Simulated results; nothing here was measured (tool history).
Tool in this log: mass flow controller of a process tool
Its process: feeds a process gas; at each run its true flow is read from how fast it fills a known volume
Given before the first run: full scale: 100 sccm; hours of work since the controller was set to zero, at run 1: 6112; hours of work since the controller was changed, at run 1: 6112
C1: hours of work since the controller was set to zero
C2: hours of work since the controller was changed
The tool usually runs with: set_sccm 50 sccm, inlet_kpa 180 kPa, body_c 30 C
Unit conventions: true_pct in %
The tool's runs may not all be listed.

run 1 hour=0 | set_sccm=50 inlet_kpa=180 body_c=30 | C1=6112 C2=6112 | true_pct=97.04
run 2 hour=263 | set_sccm=50 inlet_kpa=180 body_c=30 | C1=6202 C2=6202 | true_pct=96.95
run 3 hour=660.2 | set_sccm=50 inlet_kpa=199 body_c=30 | C1=6338 C2=6338 | true_pct=96.96
run 4 hour=1115.9 | set_sccm=50 inlet_kpa=199 body_c=30 | C1=6494 C2=6494 | true_pct=97.06
run 5 hour=1352.4 | set_sccm=50 inlet_kpa=199 body_c=30 | C1=6574 C2=6574 | true_pct=96.83
run 6 hour=1814.4 | set_sccm=50 inlet_kpa=199 body_c=26 | C1=6732 C2=6732 | true_pct=97.2
run 7 hour=2034.3 | set_sccm=50 inlet_kpa=248 body_c=30 | C1=6808 C2=6808 | true_pct=97.22
run 8 hour=2511.4 | set_sccm=50 inlet_kpa=180 body_c=30 | C1=6971 C2=6971 | true_pct=96.8
run 9 hour=2792.6 | set_sccm=50 inlet_kpa=180 body_c=30 | C1=7067 C2=7067 | true_pct=96.78
run 10 hour=3256.8 | set_sccm=67 inlet_kpa=180 body_c=30 | C1=7226 C2=7226 | true_pct=97.89
run 11 hour=3517.9 | set_sccm=67 inlet_kpa=180 body_c=30 | C1=7315 C2=7315 | true_pct=97.72
run 12 hour=3982.5 | set_sccm=50 inlet_kpa=180 body_c=30 | C1=7474 C2=7474 | true_pct=96.74
-- hour=4101.5 controller's zero set anew
run 13 hour=4469 | set_sccm=17 inlet_kpa=180 body_c=30 | C1=126 C2=7640 | true_pct=98.87
run 14 hour=4791.4 | set_sccm=17 inlet_kpa=180 body_c=30 | C1=236 C2=7750 | true_pct=98.88
run 15 hour=5178.9 | set_sccm=17 inlet_kpa=180 body_c=30 | C1=368 C2=7883 | true_pct=98.72
run 16 hour=5493 | set_sccm=17 inlet_kpa=180 body_c=30 | C1=476 C2=7990 | true_pct=98.67
run 17 hour=5760.7 | set_sccm=50 inlet_kpa=217 body_c=30 | C1=567 C2=8082 | true_pct=99.67
run 18 hour=6005.5 | set_sccm=50 inlet_kpa=217 body_c=22 | C1=651 C2=8166 | true_pct=100.35
run 19 hour=6278.9 | set_sccm=50 inlet_kpa=217 body_c=22 | C1=745 C2=8259 | true_pct=100.19
run 20 hour=6541.3 | set_sccm=50 inlet_kpa=217 body_c=22 | C1=834 C2=8349 | true_pct=100.28
run 21 hour=6761.3 | set_sccm=50 inlet_kpa=217 body_c=22 | C1=910 C2=8424 | true_pct=100.2
run 22 hour=7100.7 | set_sccm=50 inlet_kpa=180 body_c=30 | C1=1026 C2=8540 | true_pct=99.38
run 23 hour=7546.7 | set_sccm=50 inlet_kpa=180 body_c=30 | C1=1178 C2=8693 | true_pct=99.55
run 24 hour=7935.7 | set_sccm=50 inlet_kpa=180 body_c=30 | C1=1311 C2=8826 | true_pct=99.49
run 25 hour=8403.6 | set_sccm=50 inlet_kpa=180 body_c=30 | C1=1471 C2=8986 | true_pct=99.42
run 26 hour=8802.1 | set_sccm=50 inlet_kpa=180 body_c=30 | C1=1607 C2=9122 | true_pct=99.28
run 27 hour=9063.9 | set_sccm=50 inlet_kpa=180 body_c=30 | C1=1697 C2=9211 | true_pct=99.42
run 28 hour=9417.5 | set_sccm=50 inlet_kpa=180 body_c=30 | C1=1818 C2=9332 | true_pct=99.2
run 29 hour=9678.4 | set_sccm=13 inlet_kpa=180 body_c=23 | C1=1907 C2=9422 | true_pct=96.95
run 30 hour=10140.5 | set_sccm=37 inlet_kpa=193 body_c=22 | C1=2065 C2=9580 | true_pct=99.29
run 31 hour=10533.7 | set_sccm=32 inlet_kpa=165 body_c=23 | C1=2200 C2=9714 | true_pct=98.85
run 32 hour=10792.8 | set_sccm=36 inlet_kpa=170 body_c=28 | C1=2288 C2=9803 | true_pct=98.66
run 33 hour=11201.3 | set_sccm=50 inlet_kpa=210 body_c=36 | C1=2428 C2=9942 | true_pct=98.76
run 34 hour=11584.2 | set_sccm=23 inlet_kpa=250 body_c=36 | C1=2559 C2=10073 | true_pct=97.22
run 35 hour=11870.4 | set_sccm=23 inlet_kpa=250 body_c=36 | C1=2657 C2=10171 | true_pct=97.14
run 36 hour=12184 | set_sccm=23 inlet_kpa=250 body_c=36 | C1=2764 C2=10278 | true_pct=97.13
run 37 hour=12477.3 | set_sccm=87 inlet_kpa=174 body_c=28 | C1=2864 C2=10379 | true_pct=100.28
run 38 hour=12856.5 | set_sccm=27 inlet_kpa=207 body_c=36 | C1=2994 C2=10508 | true_pct=97.09
run 39 hour=13339.4 | set_sccm=50 inlet_kpa=180 body_c=31 | C1=3159 C2=10674 | true_pct=98.79
run 40 hour=13643.3 | set_sccm=50 inlet_kpa=180 body_c=30 | C1=3263 C2=10777 | true_pct=98.92
run 41 hour=14114.6 | set_sccm=91 inlet_kpa=220 body_c=32 | C1=3424 C2=10939 | true_pct=100.32
run 42 hour=14526 | set_sccm=16 inlet_kpa=254 body_c=34 | C1=3565 C2=11079 | true_pct=95.23
run 43 hour=14781.5 | set_sccm=94 inlet_kpa=180 body_c=30 | C1=3652 C2=11167 | true_pct=100.29
run 44 hour=15054.9 | set_sccm=23 inlet_kpa=255 body_c=22 | C1=3746 C2=11260 | true_pct=97.47
run 45 hour=15418.1 | set_sccm=50 inlet_kpa=180 body_c=28 | C1=3870 C2=11384 | true_pct=98.81
run 46 hour=15885.5 | set_sccm=83 inlet_kpa=180 body_c=31 | C1=4030 C2=11544 | true_pct=99.86
run 47 hour=16106.5 | set_sccm=83 inlet_kpa=180 body_c=32 | C1=4105 C2=11620 | true_pct=99.85
run 48 hour=16586.3 | set_sccm=83 inlet_kpa=180 body_c=32 | C1=4269 C2=11784 | true_pct=99.76
run 49 hour=16860.4 | set_sccm=83 inlet_kpa=180 body_c=32 | C1=4363 C2=11878 | true_pct=99.74

Below are 3 alternative next runs, each starting from the tool's condition after run 49. Predict each:
run A hour=17118.6 | set_sccm=67 inlet_kpa=266 body_c=25 | C1=4452 C2=11966 | true_pct=?
run B hour=17118.6 | set_sccm=29 inlet_kpa=180 body_c=38 | C1=4452 C2=11966 | true_pct=?
run C hour=17118.6 | set_sccm=13 inlet_kpa=180 body_c=28 | C1=4452 C2=11966 | true_pct=?

run=A true_pct=100.1
run=B true_pct=96.43
run=C true_pct=93.35
With the hidden condition removed and each run's random variation left untouched, the same runs would have given:
run=A true_pct=99.67
run=B true_pct=97.66
run=C true_pct=98.21
